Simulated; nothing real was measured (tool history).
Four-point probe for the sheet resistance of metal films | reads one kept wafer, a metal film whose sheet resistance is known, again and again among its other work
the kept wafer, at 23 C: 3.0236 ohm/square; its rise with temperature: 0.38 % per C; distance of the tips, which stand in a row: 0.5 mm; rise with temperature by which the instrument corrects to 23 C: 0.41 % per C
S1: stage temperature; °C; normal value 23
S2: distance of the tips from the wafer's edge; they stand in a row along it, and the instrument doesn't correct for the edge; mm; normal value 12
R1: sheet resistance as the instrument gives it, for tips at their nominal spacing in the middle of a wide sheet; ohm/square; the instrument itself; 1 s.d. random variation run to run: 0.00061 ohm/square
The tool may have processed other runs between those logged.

run,day,S1,S2,R1
1,0,23,12,3.01149
2,1.958,23,12,3.013493
3,3.821,23,12,3.012698
4,5.996,23,12,3.012499
5,7.7,23,12,3.013018
6,9.317,23,12,3.012843
7,10.546,23,12,3.01358
8,11.862,23,12,3.014327
9,13.904,23,12,3.014103
10,14.838,23,12,3.013885
11,16.329,27,12,3.010491
12,17.771,27,12,3.010418
13,19.654,27,12,3.011619
14,21.175,23,12,3.015402
15,22.725,23,12,3.014313
16,24.642,23,12,3.015434
17,25.575,23,12,3.015434
18,27.396,23,18,3.013762
19,29.333,23,18,3.013787
20,30.283,29,12,3.009982
21,31.85,29,7,3.015567
22,33.725,29,7,3.015975
23,34.942,27,15,3.010941
24,36.025,23,10,3.017552
25,37.929,22,14,3.017516
26,38.921,21,63,3.01627
27,40.683,29,65,3.007886
28,42.146,24,12,3.016197
29,44.133,29,74,3.007507
30,45.983,23,8,3.021512
31,48.075,30,4,3.03243
32,49.658,28,12,3.012395
33,51.088,34,12,3.007816
34,52.092,33,16,3.006667
35,53.238,22,12,3.018908
36,55.408,24,62,3.014963
37,57.438,33,5,3.022716
38,59.442,33,5,3.021536
39,60.492,33,5,3.022682
40,61.588,34,19,3.007046
41,63.488,34,19,3.007544
42,64.429,19,5,3.037512
43,65.4,25,9,3.020071
44,66.812,32,9,3.01379

Predict each of these 5 candidate next runs independently; none follows another, all start after run 44:
A,68.312,23,59,?
B,68.312,19,12,?
C,68.312,23,5,?
D,68.312,22,16,?
E,68.312,30,9,?

run,R1
A,3.01602
B,3.022986
C,3.032766
D,3.018821
E,3.015798
Without the tool's unlogged condition, the same runs would have read:
run,R1
A,3.022582
B,3.029666
C,3.039364
D,3.025415
E,3.022188
